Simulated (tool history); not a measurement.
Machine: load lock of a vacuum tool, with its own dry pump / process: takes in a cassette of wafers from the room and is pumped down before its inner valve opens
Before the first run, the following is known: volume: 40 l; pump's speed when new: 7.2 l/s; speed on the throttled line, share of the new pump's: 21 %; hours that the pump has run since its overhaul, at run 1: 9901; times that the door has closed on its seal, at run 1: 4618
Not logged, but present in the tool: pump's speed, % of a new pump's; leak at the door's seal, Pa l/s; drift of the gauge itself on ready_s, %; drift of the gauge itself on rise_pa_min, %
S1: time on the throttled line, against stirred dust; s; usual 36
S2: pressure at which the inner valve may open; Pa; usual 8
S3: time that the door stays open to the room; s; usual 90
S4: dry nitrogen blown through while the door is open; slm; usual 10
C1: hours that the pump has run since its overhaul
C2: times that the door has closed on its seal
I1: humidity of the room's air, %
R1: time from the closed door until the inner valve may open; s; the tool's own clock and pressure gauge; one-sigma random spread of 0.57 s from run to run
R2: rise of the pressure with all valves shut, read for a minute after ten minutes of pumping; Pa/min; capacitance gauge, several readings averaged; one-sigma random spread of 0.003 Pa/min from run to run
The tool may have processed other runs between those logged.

| run | hour | S1 | S2 | S3 | S4 | C1 | C2 | I1 | R1 | R2 |
|---|---|---|---|---|---|---|---|---|---|---|
| 1 | 0 | 36 | 8 | 90 | 10 | 9901 | 4618 | 44.7 | 94.3 | 0.053 |
| 2 | 153.5 | 36 | 8 | 90 | 10 | 10054 | 4829 | 45.8 | 95.4 | 0.05 |
| 3 | 244.3 | 30 | 8 | 90 | 10 | 10145 | 4954 | 43.6 | 89.7 | 0.05 |
| 4 | 425.5 | 30 | 8 | 90 | 10 | 10326 | 5204 | 43.9 | 90.5 | 0.052 |
| 5 | 546.2 | 30 | 8 | 90 | 10 | 10447 | 5370 | 45.6 | 89.7 | 0.049 |
| 6 | 735.7 | 36 | 8 | 49 | 10 | 10637 | 5631 | 45.5 | 95 | 0.053 |
|  | 861.4 | dry pump taken out, an overhauled one fitted |
| 7 | 890.2 | 36 | 8 | 49 | 10 | 29 | 5835 | 40.9 | 80.4 | 0.04 |
| 8 | 1030.8 | 36 | 8 | 49 | 10 | 169 | 6029 | 43.2 | 80.8 | 0.048 |
| 9 | 1174.8 | 36 | 8 | 49 | 10 | 313 | 6227 | 45 | 80.8 | 0.051 |
| 10 | 1288.2 | 36 | 8 | 49 | 14 | 427 | 6383 | 46.5 | 80 | 0.047 |
| 11 | 1366.5 | 36 | 8 | 49 | 14 | 505 | 6491 | 44.6 | 81.4 | 0.044 |
| 12 | 1458.6 | 36 | 8 | 49 | 14 | 597 | 6618 | 44.3 | 81.1 | 0.045 |
| 13 | 1603.7 | 36 | 8 | 49 | 14 | 742 | 6818 | 47.1 | 81.2 | 0.048 |
| 14 | 1721.6 | 36 | 8 | 90 | 13 | 860 | 6980 | 44.5 | 82.5 | 0.047 |
| 15 | 1881.6 | 36 | 8 | 90 | 13 | 1020 | 7201 | 40.4 | 81.2 | 0.049 |
| 16 | 2038 | 36 | 8 | 90 | 13 | 1177 | 7416 | 45.7 | 81.3 | 0.05 |
| 17 | 2186.9 | 36 | 8 | 90 | 13 | 1326 | 7621 | 46.2 | 82 | 0.059 |
| 18 | 2354.4 | 36 | 8 | 90 | 43 | 1493 | 7852 | 45.7 | 82.3 | 0.035 |
| 19 | 2502.5 | 36 | 8 | 90 | 43 | 1641 | 8056 | 48.2 | 81.6 | 0.044 |
| 20 | 2664.8 | 36 | 8 | 29 | 43 | 1803 | 8279 | 46.6 | 82.1 | 0.034 |
| 21 | 2842.2 | 36 | 8 | 29 | 43 | 1981 | 8523 | 44.1 | 81.4 | 0.036 |
| 22 | 2933.9 | 36 | 8 | 208 | 10 | 2072 | 8650 | 42.3 | 83.6 | 0.08 |
| 23 | 3097.8 | 36 | 8 | 114 | 10 | 2236 | 8875 | 43.8 | 82.7 | 0.065 |
| 24 | 3283.4 | 46 | 10 | 141 | 7 | 2422 | 9131 | 43.4 | 89.5 | 0.087 |
| 25 | 3388.9 | 46 | 10 | 141 | 7 | 2527 | 9276 | 42.3 | 88.7 | 0.081 |
| 26 | 3518.6 | 46 | 11 | 50 | 7 | 2657 | 9455 | 43.3 | 88.3 | 0.061 |
| 27 | 3621.2 | 46 | 11 | 50 | 7 | 2760 | 9596 | 45.6 | 90 | 0.065 |
| 28 | 3703.6 | 70 | 8 | 122 | 26 | 2842 | 9709 | 45.8 | 110.7 | 0.061 |
| 29 | 3835.8 | 61 | 8 | 90 | 4 | 2974 | 9891 | 43.4 | 101.7 | 0.089 |
| 30 | 4027.9 | 61 | 16 | 90 | 4 | 3166 | 10156 | 44.8 | 99.5 | 0.088 |
| 31 | 4217.8 | 50 | 12 | 60 | 38 | 3356 | 10418 | 47.4 | 92.6 | 0.05 |
| 32 | 4401.9 | 50 | 12 | 60 | 38 | 3540 | 10671 | 45.4 | 91.5 | 0.044 |
| 33 | 4535.8 | 29 | 8 | 90 | 10 | 3674 | 10855 | 48.3 | 77.9 | 0.067 |

Run 34, settings as shown, results not yet in. Your forecast:
| 34 | 4683 | 49 | 9 | 226 | 24 | 3822 | 11058 | 45.8 | ? | ? |

{"run 34": {"R1": 92.7, "R2": 0.07}}
Were there no unlogged condition in the tool, this run, its random variation unchanged, would have produced R1 89.2 s, R2 0.035 Pa/min.

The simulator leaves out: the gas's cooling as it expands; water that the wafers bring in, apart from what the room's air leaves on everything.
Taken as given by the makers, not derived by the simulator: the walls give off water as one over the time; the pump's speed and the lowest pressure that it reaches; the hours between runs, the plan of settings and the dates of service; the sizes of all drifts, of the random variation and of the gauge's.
